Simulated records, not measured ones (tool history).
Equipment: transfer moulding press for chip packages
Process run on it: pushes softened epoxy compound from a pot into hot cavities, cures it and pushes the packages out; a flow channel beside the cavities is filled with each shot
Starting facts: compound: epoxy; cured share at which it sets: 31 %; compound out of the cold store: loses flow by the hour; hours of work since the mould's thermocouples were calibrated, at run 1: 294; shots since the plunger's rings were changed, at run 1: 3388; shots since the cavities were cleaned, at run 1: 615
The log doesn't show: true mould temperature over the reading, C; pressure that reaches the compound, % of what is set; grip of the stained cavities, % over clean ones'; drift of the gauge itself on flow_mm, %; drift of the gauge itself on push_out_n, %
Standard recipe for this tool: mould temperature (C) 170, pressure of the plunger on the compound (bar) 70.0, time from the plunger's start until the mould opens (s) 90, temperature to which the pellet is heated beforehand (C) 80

run,day,mould temperature (C),pressure of the plunger on the compound (bar),time from the plunger's start until the mould opens (s),temperature to which the pellet is heated beforehand (C),hours of work since the mould's thermocouples were calibrated,shots since the plunger's rings were changed,shots since the cavities were cleaned,incoming compound's hours out of the cold store,length that the compound runs in the flow channel (mm),greatest force on the pins that push the packages out (N)
1,0.000,170,70.0,90,80,294,3388,615,18.2,717,327
# day 0.450: cavities cleaned with cleaning compound and waxed
# day 0.675: plunger's sealing rings changed
2,1.775,170,70.0,90,80,324,437,486,31.9,703,370
# day 2.592: cavities cleaned with cleaning compound and waxed
3,3.462,177,70.0,90,80,355,1083,347,31.4,683,223
# day 4.604: cavities cleaned with cleaning compound and waxed
# day 4.862: cavities cleaned with cleaning compound and waxed, once more
4,4.862,177,70.0,90,80,379,1590,0,36.6,664,172
# day 5.879: mould's thermocouples calibrated
# day 7.062: cavities cleaned with cleaning compound and waxed
5,7.862,170,70.0,90,80,36,2723,317,25.7,699,269
# day 9.133: cavities cleaned with cleaning compound and waxed
# day 10.217: plunger's sealing rings changed
6,10.217,170,70.0,90,80,78,0,390,11.2,771,293
# day 11.379: cavities cleaned with cleaning compound and waxed
7,11.983,170,70.0,90,80,110,676,239,23.7,733,256
# day 13.517: cavities cleaned with cleaning compound and waxed
8,14.633,170,70.0,90,78,159,1706,444,33.0,691,281
# day 15.538: cavities cleaned with cleaning compound and waxed
9,17.112,170,70.0,90,86,205,2666,626,46.3,644,291
# day 17.612: cavities cleaned with cleaning compound and waxed
# day 19.662: plunger's sealing rings changed
# day 19.725: cavities cleaned with cleaning compound and waxed
10,20.046,170,70.0,90,80,256,128,128,33.3,702,240
11,21.392,170,70.0,75,80,282,662,662,19.9,737,472
# day 21.654: cavities cleaned with cleaning compound and waxed
# day 23.638: cavities cleaned with cleaning compound and waxed
12,23.975,164,70.0,75,80,328,1639,134,23.6,739,573
# day 25.788: cavities cleaned with cleaning compound and waxed
13,26.875,164,70.0,120,80,382,2767,431,23.0,726,259
# day 27.771: mould's thermocouples calibrated
# day 27.833: cavities cleaned with cleaning compound and waxed
# day 29.167: plunger's sealing rings changed
14,29.167,167,56.3,130,70,23,0,488,38.2,622,225
# day 29.904: cavities cleaned with cleaning compound and waxed
15,31.425,170,85.8,76,72,65,873,604,44.2,733,400
# day 31.892: cavities cleaned with cleaning compound and waxed
16,33.071,165,85.9,103,71,95,1503,470,16.8,830,305
# day 33.912: cavities cleaned with cleaning compound and waxed
17,34.475,166,71.3,104,86,120,2036,224,32.1,711,240
# day 35.846: cavities cleaned with cleaning compound and waxed
18,35.958,165,71.3,116,86,147,2600,45,20.5,744,186
19,37.329,170,70.0,90,80,173,3146,591,39.2,663,288
# day 37.829: cavities cleaned with cleaning compound and waxed
# day 38.579: plunger's sealing rings changed
# day 39.988: cavities cleaned with cleaning compound and waxed
20,40.279,170,70.0,90,80,225,651,116,26.2,711,227
# day 42.038: cavities cleaned with cleaning compound and waxed
21,42.571,166,85.1,71,84,267,1538,212,30.4,776,539
# day 44.104: cavities cleaned with cleaning compound and waxed
22,44.733,172,68.9,127,80,307,2372,250,24.2,698,198

3 options for the next run, each taken on its own from the tool as it stands now. Forecast them:
# day 46.142: cavities cleaned with cleaning compound and waxed
A,47.208,168,53.2,82,80,353,3331,424,28.6,?,?
# day 46.142: cavities cleaned with cleaning compound and waxed
B,47.208,162,68.9,86,87,353,3331,424,19.9,?,?
# day 46.142: cavities cleaned with cleaning compound and waxed
C,47.208,172,68.9,127,85,353,3331,424,15.5,?,?

run,length that the compound runs in the flow channel (mm),greatest force on the pins that push the packages out (N)
A,608,373
B,738,537
C,714,205
Take away the tool's hidden state, keep each run's random variation, and the runs would have read:
run,length that the compound runs in the flow channel (mm),greatest force on the pins that push the packages out (N)
A,629,270
B,764,392
C,740,154
